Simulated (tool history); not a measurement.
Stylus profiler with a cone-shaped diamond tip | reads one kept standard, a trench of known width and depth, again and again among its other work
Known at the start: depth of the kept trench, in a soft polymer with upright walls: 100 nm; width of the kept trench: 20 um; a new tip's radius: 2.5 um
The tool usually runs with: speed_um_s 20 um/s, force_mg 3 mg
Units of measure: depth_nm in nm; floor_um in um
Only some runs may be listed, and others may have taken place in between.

run	day	speed_um_s	force_mg	depth_nm	floor_um
1	0	20	3	101.24	18.5
2	0.55	20	6.51	102.01	18.51
3	0.854	20	1.3	100.7	18.42
4	1.212	42	1.3	100.66	18.2
5	1.617	20	8.07	102.33	18.51
6	1.912	10	3	101.2	18.58
7	2.225	10	3	101.22	18.57
8	2.712	10	3	101.2	18.52
9	3.179	20	4.1	101.47	18.51
10	3.5	20	4.1	101.54	18.49
11	4.012	20	4.1	101.5	18.51
12	4.662	20	4.1	101.5	18.51
13	5.029	20	4.1	101.56	18.54
14	5.521	20	1.51	100.8	18.43
15	6.1	18	3	101.25	18.47
16	6.725	46	3	101.15	18.34
17	7.233	46	3	101.22	18.36
18	7.725	40	3	101.19	18.32
19	8.196	40	3	101.19	18.36
20	8.633	38	3	101.21	18.37
21	9.004	20	3	101.2	18.47
22	9.433	20	3	101.2	18.51
23	9.917	20	3	101.19	18.54
24	10.233	53	1.6	100.78	18.19
25	10.892	53	1.6	100.78	18.19
26	11.325	53	1.6	100.78	18.18
27	11.646	53	1.6	100.79	18.18
28	12.217	40	1.11	100.59	18.22
29	12.7	13	5.96	101.92	18.52
30	13.133	40	2.52	101.08	18.37
31	13.788	40	2.52	101.1	18.32
32	14.15	61	6.59	102.06	18.3
33	14.638	18	6.7	102.06	18.5
34	15.004	44	8.52	102.42	18.45
35	15.629	38	1.76	100.81	18.27
36	15.908	6	8.34	102.4	18.56
37	16.575	6	8.34	102.43	18.58
38	16.846	10	2.22	100.98	18.5
39	17.358	47	2.72	101.09	18.33
40	17.892	15	7.52	102.27	18.57
41	18.483	15	7.52	102.19	18.5
42	18.996	20	6.43	102.01	18.54
43	19.554	48	3.53	101.32	18.32
44	19.992	11	4.58	101.61	18.58
45	20.633	6	1.92	100.95	18.58
46	21.279	46	1.73	100.82	18.22

Below are 4 alternative next runs, each starting from the tool's condition after run 46. Predict each:
A	21.679	23	2.52	?	?
B	21.679	20	1.1	?	?
C	21.679	19	1.93	?	?
D	21.679	26	1.61	?	?

run	depth_nm	floor_um
A	101.09	18.44
B	100.61	18.41
C	100.93	18.41
D	100.8	18.41
Had the tool no hidden state, the same runs would have come out as:
run	depth_nm	floor_um
A	101.09	18.45
B	100.62	18.42
C	100.94	18.42
D	100.8	18.42

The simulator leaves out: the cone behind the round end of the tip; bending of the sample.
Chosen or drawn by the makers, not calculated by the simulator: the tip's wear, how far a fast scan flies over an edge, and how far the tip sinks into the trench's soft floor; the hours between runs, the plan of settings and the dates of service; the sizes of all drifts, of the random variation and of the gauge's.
